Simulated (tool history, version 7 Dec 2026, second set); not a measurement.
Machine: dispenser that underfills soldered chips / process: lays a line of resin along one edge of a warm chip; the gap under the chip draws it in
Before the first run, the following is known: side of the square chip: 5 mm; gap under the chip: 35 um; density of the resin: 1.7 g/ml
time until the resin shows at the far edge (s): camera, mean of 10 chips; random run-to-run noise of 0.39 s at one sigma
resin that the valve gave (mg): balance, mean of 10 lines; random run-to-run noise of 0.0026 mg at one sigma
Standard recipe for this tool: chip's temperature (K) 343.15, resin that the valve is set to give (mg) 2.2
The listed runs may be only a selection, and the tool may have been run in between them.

run,day,chip's temperature (K),resin that the valve is set to give (mg),time until the resin shows at the far edge (s),resin that the valve gave (mg)
1,0,343.15,2.2,31.1,2.188
# day 0.267: new syringe of resin
2,0.3,343.15,2.89,22.6,2.867
3,0.646,343.15,1.99,35.9,1.97
# day 0.767: new syringe of resin
4,1.158,343.15,1.99,35.9,1.96
# day 1.279: new syringe of resin
# day 1.754: stage's temperature calibrated
# day 1.829: new syringe of resin
# day 1.908: dispensing valve cleaned and set on the balance
5,1.942,343.15,2.12,26.5,2.123
6,2.338,343.15,2.12,44.6,2.115
# day 2.383: new syringe of resin
7,2.817,343.15,2.2,42.9,2.189
# day 2.879: new syringe of resin
# day 3.371: new syringe of resin
8,3.417,343.15,2.2,26.4,2.178
9,3.738,343.15,2.2,40.4,2.173
# day 3.871: new syringe of resin
10,4.192,343.15,2.2,37.4,2.168
# day 4.375: new syringe of resin
# day 4.758: dispensing valve cleaned and set on the balance
11,4.812,343.15,2.2,40.1,2.204
# day 4.925: new syringe of resin
12,5.238,343.15,2,36.7,1.993
# day 5.429: new syringe of resin
13,5.762,343.15,2,38,1.988
# day 5.933: new syringe of resin
14,6.292,341.15,2,42.5,1.977
# day 6.412: new syringe of resin
# day 6.933: new syringe of resin
15,6.933,347.15,2.2,19.8,2.165
# day 7.421: new syringe of resin
16,7.546,337.15,2.87,37,2.811
# day 7.646: dispensing valve cleaned and set on the balance
# day 7.954: new syringe of resin
17,8.221,337.15,2.87,45,2.858
# day 8.433: new syringe of resin
18,8.704,349.15,2.4,24.5,2.379
# day 8.95: new syringe of resin
19,9.196,349.15,2.4,24.1,2.375
# day 9.438: new syringe of resin
20,9.821,349.15,2.4,29.6,2.36
# day 9.933: new syringe of resin
# day 10.442: new syringe of resin
# day 10.529: dispensing valve cleaned and set on the balance
21,10.567,339.15,2.16,32.3,2.157
# day 11.004: new syringe of resin
22,11.021,335.15,2.17,36,2.166
# day 11.5: new syringe of resin
23,11.708,335.15,2.17,45,2.149
# day 12: new syringe of resin
24,12.396,335.15,2.17,57.3,2.144
# day 12.517: new syringe of resin
# day 13: new syringe of resin
25,13.096,335.15,2.17,38.6,2.128
# day 13.375: dispensing valve cleaned and set on the balance
# day 13.55: new syringe of resin
26,13.688,335.15,2.17,42.5,2.165
# day 14.046: new syringe of resin
27,14.046,336.15,2.2,33.2,2.188
28,14.483,346.15,2.73,34,2.704
# day 14.546: new syringe of resin
29,14.796,344.15,2.03,30.3,2.008
# day 15.046: new syringe of resin
30,15.354,346.15,2.29,29.9,2.256

Branching from run 30: 4 alternative next runs. What would each branch give?
# day 15.542: new syringe of resin
A,15.912,353.15,2.22,?,?
# day 15.542: new syringe of resin
B,15.912,343.15,2.4,?,?
# day 15.542: new syringe of resin
C,15.912,351.15,2.29,?,?
# day 15.542: new syringe of resin
D,15.912,329.15,2.83,?,?

run,time until the resin shows at the far edge (s),resin that the valve gave (mg)
A,23.6,2.181
B,36.4,2.347
C,25,2.246
D,70.2,2.77
Without the tool's unlogged condition, the same runs would have read:
run,time until the resin shows at the far edge (s),resin that the valve gave (mg)
A,16,2.225
B,24.8,2.394
C,16.9,2.291
D,48.4,2.826
